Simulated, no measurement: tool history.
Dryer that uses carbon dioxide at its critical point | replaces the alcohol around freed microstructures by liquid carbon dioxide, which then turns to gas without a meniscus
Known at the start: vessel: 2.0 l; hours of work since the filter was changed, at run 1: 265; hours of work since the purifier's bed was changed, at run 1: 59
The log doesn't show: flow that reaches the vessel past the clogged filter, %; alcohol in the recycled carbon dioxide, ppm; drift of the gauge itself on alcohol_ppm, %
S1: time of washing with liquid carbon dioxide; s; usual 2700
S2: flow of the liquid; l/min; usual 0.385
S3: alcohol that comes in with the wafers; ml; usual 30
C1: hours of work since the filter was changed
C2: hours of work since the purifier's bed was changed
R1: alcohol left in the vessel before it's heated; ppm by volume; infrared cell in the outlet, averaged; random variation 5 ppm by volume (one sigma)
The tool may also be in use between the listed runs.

run,hour,S1,S2,S3,C1,C2,R1
1,0,2700,0.385,30,265,59,32
2,26.6,2700,0.385,30,278,72,23
3,38.9,2700,0.385,30,284,78,24
4,59.1,2700,0.385,30,294,88,28
5,82.4,2700,0.385,30,306,100,27
6,106,2700,0.385,30,318,112,20
7,124.5,2220,0.385,30,327,121,59
8,146.7,2220,0.385,30,338,132,68
9,167,2220,0.385,30,348,142,65
10,190.8,2220,0.385,30,360,154,61
11,202.5,2220,0.385,30,366,160,62
12,218.5,3120,0.385,24,374,168,18
13,245.1,2940,0.3,82,387,181,154
14,265.7,2940,0.3,82,397,191,152
15,291.1,2940,0.3,82,410,204,162
16,318.8,2040,0.611,22,424,218,21
# hour 336.1: inlet filter changed
17,346.9,2700,0.385,33,5,231,27
18,369.1,2700,0.385,33,16,242,28
19,385.4,2700,0.373,30,25,250,26
20,405.7,2700,0.373,30,35,260,20
21,430.3,3480,0.385,62,47,273,21
22,456.8,1980,0.257,114,60,286,1535

3 ways to go on from here, each from the tool as it stands after run 22. What would each give?
A,477.8,2160,0.306,30,71,296,?
B,477.8,1980,0.257,49,71,296,?
C,477.8,1680,0.257,71,71,296,?

run,R1
A,146
B,668
C,1639
Without the tool's hidden state the same runs would have given:
run,R1
A,119
B,606
C,1520
